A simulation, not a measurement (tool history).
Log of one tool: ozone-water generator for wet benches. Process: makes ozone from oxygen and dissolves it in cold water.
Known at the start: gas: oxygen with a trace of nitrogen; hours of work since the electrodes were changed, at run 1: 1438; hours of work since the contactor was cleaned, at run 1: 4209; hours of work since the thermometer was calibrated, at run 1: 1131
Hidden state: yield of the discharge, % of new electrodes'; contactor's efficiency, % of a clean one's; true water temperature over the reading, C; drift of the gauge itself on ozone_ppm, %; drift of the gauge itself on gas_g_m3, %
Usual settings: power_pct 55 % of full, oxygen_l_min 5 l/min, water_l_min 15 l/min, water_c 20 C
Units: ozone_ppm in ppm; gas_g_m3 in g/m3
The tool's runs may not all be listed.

run,hour,power_pct,oxygen_l_min,water_l_min,water_c,hours of work since the electrodes were changed,hours of work since the contactor was cleaned,hours of work since the thermometer was calibrated,ozone_ppm,gas_g_m3
1,0,55,5,15,20,1438,4209,1131,22.8,228.7
2,89.6,55,5,15,20,1514,4284,1207,22.9,228.6
3,275.3,55,5,15,20,1671,4441,1364,22.5,225.5
4,441.5,55,5,15,20,1811,4581,1504,22.6,225.8
5,537.6,55,5,15,20,1892,4662,1585,22.7,227.2
6,635.6,55,5,15,20,1975,4745,1668,22.7,224.4
7,834.1,55,5,15,20,2142,4913,1835,22.1,225.8
8,967.4,90,2.57,19,19,2255,5025,1947,22.1,382.6
# hour 1088.4: contactor cleaned
9,1105.3,55,5,11,19,2368,14,2060,28.5,224.1
10,1203.4,55,5,22,20,2450,97,2143,17.3,224
11,1363.5,55,6.05,23,20,2585,232,2278,17.6,207.1
12,1537,46,3.47,9,20,2732,378,2425,27.9,232.8

Hidden state or all else? Some run-to-run changes of ozone_ppm, split into what the settings, what came in and random variation would give without the hidden state, and what is left for the hidden state (with any gauge scatter that isn't in both results):
Run 8 -> 9: power_pct 90 -> 55, oxygen_l_min 2.57 -> 5, water_l_min 19 -> 11, contactor cleaned. ozone_ppm +6.4 ppm: hidden state +0.8, all else +5.6.
Run 9 -> 10: water_l_min 11 -> 22, water_c 19 -> 20. ozone_ppm -11.2 ppm: hidden state +0.4, all else -11.6.
